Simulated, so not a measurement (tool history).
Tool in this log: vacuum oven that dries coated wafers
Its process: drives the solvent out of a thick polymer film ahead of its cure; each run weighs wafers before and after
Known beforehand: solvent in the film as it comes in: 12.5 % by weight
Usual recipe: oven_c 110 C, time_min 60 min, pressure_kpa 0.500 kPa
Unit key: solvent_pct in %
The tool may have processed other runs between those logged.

run 1 hour=0.0 | oven_c=110 time_min=60 pressure_kpa=0.500 | solvent_pct=1.20
run 2 hour=53.3 | oven_c=110 time_min=60 pressure_kpa=0.500 | solvent_pct=1.20
run 3 hour=95.6 | oven_c=110 time_min=60 pressure_kpa=0.500 | solvent_pct=1.25
run 4 hour=143.5 | oven_c=110 time_min=60 pressure_kpa=0.500 | solvent_pct=1.23
run 5 hour=193.5 | oven_c=110 time_min=60 pressure_kpa=0.500 | solvent_pct=1.22
run 6 hour=218.4 | oven_c=110 time_min=60 pressure_kpa=0.500 | solvent_pct=1.17
run 7 hour=254.6 | oven_c=110 time_min=60 pressure_kpa=0.500 | solvent_pct=1.23
run 8 hour=300.5 | oven_c=110 time_min=60 pressure_kpa=0.500 | solvent_pct=1.14
run 9 hour=326.1 | oven_c=110 time_min=60 pressure_kpa=1.430 | solvent_pct=1.90
run 10 hour=371.0 | oven_c=98 time_min=59 pressure_kpa=1.430 | solvent_pct=4.67
run 11 hour=396.7 | oven_c=120 time_min=60 pressure_kpa=0.500 | solvent_pct=0.32
run 12 hour=425.2 | oven_c=104 time_min=79 pressure_kpa=0.500 | solvent_pct=1.62
run 13 hour=460.6 | oven_c=104 time_min=56 pressure_kpa=0.500 | solvent_pct=2.59

What if the next run were any one of these 4? Each begins from the tool's condition after run 13:
run A hour=496.8 | oven_c=119 time_min=60 pressure_kpa=1.093 | solvent_pct=?
run B hour=496.8 | oven_c=106 time_min=49 pressure_kpa=0.340 | solvent_pct=?
run C hour=496.8 | oven_c=106 time_min=37 pressure_kpa=0.748 | solvent_pct=?
run D hour=496.8 | oven_c=111 time_min=56 pressure_kpa=0.253 | solvent_pct=?

run=A solvent_pct=0.80
run=B solvent_pct=2.38
run=C solvent_pct=3.64
run=D solvent_pct=1.03
Without the tool's hidden state the same runs would have given:
run=A solvent_pct=0.79
run=B solvent_pct=2.36
run=C solvent_pct=3.62
run=D solvent_pct=1.02

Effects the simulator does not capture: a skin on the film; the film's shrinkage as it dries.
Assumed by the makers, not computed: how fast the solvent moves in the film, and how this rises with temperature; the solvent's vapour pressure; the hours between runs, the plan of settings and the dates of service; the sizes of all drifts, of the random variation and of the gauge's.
